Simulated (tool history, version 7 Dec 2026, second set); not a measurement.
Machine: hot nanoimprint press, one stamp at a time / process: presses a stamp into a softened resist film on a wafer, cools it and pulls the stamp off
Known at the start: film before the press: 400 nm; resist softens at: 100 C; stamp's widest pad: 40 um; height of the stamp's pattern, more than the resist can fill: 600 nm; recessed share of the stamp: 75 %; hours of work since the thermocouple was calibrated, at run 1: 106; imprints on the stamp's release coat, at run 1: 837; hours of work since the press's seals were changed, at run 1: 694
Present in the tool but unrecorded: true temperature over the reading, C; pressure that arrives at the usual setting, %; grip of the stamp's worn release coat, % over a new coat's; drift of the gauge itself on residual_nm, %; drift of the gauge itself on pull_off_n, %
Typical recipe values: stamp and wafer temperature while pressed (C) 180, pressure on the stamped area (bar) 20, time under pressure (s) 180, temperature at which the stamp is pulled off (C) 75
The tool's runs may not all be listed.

run   hour  stamp and wafer temperature while pressed (C)  pressure on the stamped area (bar)  time under pressure (s)  temperature at which the stamp is pulled off (C)  hours of work since the thermocouple was calibrated  imprints on the stamp's release coat  hours of work since the press's seals were changed  resist left under the stamp's widest pad (angstrom)  greatest force while the stamp is pulled off (N)
  1      0                                            180                                  20                      180                                                75                                                  106                                   837                                                 694                                                 1809                                               128
      37.9  -- press's hydraulic seals changed and the load cell set to zero
  2   72.5                                            183                                  20                      180                                                75                                                  137                                  1083                                                  17                                                 1582                                               128
      99.4  -- stamp cleaned and given a new release coat
  3  149.1                                            183                                  20                      180                                                75                                                  171                                   189                                                  51                                                 1582                                               124
  4  218.5                                            180                                  20                      180                                                75                                                  204                                   454                                                  84                                                 1822                                               125
  5    259                                            180                                  20                      180                                                75                                                  224                                   608                                                 104                                                 1799                                               120
  6  294.3                                            180                                  20                      180                                                75                                                  241                                   742                                                 121                                                 1807                                               125
  7  359.9                                            180                                  20                      180                                                66                                                  272                                   991                                                 152                                                 1836                                               160
     410.8  -- stamp cleaned and given a new release coat
  8  411.3                                            180                                16.4                      338                                                69                                                  294                                     2                                                 174                                                 1581                                               146
  9  462.9                                            184                                13.7                      242                                                75                                                  319                                   199                                                 199                                                 1635                                               127
 10  507.4                                            184                                13.7                      242                                                75                                                  341                                   368                                                 220                                                 1633                                               123
 11  539.6                                            180                                22.7                      174                                                75                                                  356                                   490                                                 236                                                 1742                                               125
 12  577.8                                            192                                24.6                      174                                                75                                                  374                                   636                                                 254                                                  953                                               126
 13  624.8                                            189                                  20                      180                                                80                                                  397                                   815                                                 277                                                 1198                                               110

What if the next run were any one of these 4? Each begins from the tool's condition after run 13:
  A  654.8                                            180                                  20                      180                                                67                                                  412                                   929                                                 291                                                    ?                                                 ?
  B  654.8                                            180                                  20                      166                                                83                                                  412                                   929                                                 291                                                    ?                                                 ?
  C  654.8                                            180                                24.5                      180                                                60                                                  412                                   929                                                 291                                                    ?                                                 ?
  D  654.8                                            180                                  20                      180                                                77                                                  412                                   929                                                 291                                                    ?                                                 ?

run  resist left under the stamp's widest pad (angstrom)  greatest force while the stamp is pulled off (N)
  A                                                 1830                                               151
  B                                                 1872                                               101
  C                                                 1682                                               181
  D                                                 1814                                               119
What these runs would have given with no unlogged condition in the tool:
run  resist left under the stamp's widest pad (angstrom)  greatest force while the stamp is pulled off (N)
  A                                                 1835                                               149
  B                                                 1877                                               100
  C                                                 1687                                               178
  D                                                 1819                                               118

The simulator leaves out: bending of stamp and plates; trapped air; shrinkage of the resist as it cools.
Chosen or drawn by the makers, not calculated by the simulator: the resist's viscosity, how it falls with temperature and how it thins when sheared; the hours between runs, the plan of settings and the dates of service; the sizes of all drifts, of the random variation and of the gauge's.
